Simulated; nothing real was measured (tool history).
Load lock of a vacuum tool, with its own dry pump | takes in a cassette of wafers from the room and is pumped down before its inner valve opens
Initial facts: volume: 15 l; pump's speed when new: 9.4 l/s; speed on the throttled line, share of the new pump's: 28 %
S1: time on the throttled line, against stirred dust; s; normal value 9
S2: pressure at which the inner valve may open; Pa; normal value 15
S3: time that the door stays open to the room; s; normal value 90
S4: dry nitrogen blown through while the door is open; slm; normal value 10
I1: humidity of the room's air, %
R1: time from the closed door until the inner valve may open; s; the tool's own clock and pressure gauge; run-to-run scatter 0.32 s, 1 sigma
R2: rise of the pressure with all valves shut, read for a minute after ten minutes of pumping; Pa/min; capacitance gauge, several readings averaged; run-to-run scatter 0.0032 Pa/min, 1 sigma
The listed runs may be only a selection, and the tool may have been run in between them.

run,day,S1,S2,S3,S4,I1,R1,R2
1,0.000,9,15,90,10,44.4,21.6,0.182
2,2.821,9,15,90,10,43.1,21.2,0.175
3,6.158,9,15,90,10,44.3,21.3,0.182
4,12.104,9,15,90,10,46.4,21.8,0.187
5,17.350,9,15,90,10,43.2,22.5,0.185
6,23.762,9,15,72,10,44.3,21.8,0.186
7,28.300,9,15,90,6,41.4,21.7,0.198
8,34.158,9,15,90,6,45.4,22.4,0.214
9,37.650,9,15,124,10,45.2,21.9,0.214
10,40.950,9,15,124,10,43.1,22.0,0.223
11,46.175,9,15,90,10,44.4,22.3,0.209
12,48.992,9,15,90,10,42.8,22.3,0.204
13,54.408,13,15,44,19,44.8,25.2,0.169
14,58.529,5,18,146,18,46.4,19.2,0.217
15,61.442,5,17,54,4,48.9,18.3,0.213
16,67.296,18,25,204,10,40.3,27.1,0.243
17,72.542,18,25,204,10,42.9,27.2,0.257
18,79.088,18,25,204,10,48.8,27.5,0.275
19,82.958,18,28,204,10,46.7,26.9,0.266
20,89.129,9,15,90,8,44.0,22.3,0.231
21,92.275,9,13,90,35,42.2,21.9,0.180

Subtracting, for every run, the result it would have given without the tool's unlogged condition from the measured result gives the following. The same run-to-run variation enters both numbers; the gauge's scatter may not:
Hidden state present: pump's speed, % of a new pump's; leak at the door's seal, Pa l/s; drift of the gauge itself on ready_s, %; drift of the gauge itself on rise_pa_min, %.
run,R1,R2
1,+1.0,+0.066
2,+1.0,+0.067
3,+1.0,+0.066
4,+1.1,+0.070
5,+1.1,+0.072
6,+1.1,+0.077
7,+1.2,+0.077
8,+1.2,+0.081
9,+1.1,+0.082
10,+1.2,+0.086
11,+1.2,+0.088
12,+1.2,+0.088
13,+1.2,+0.090
14,+1.4,+0.094
15,+1.3,+0.094
16,+0.9,+0.097
17,+0.9,+0.101
18,+0.9,+0.103
19,+1.0,+0.103
20,+1.4,+0.109
21,+1.4,+0.108
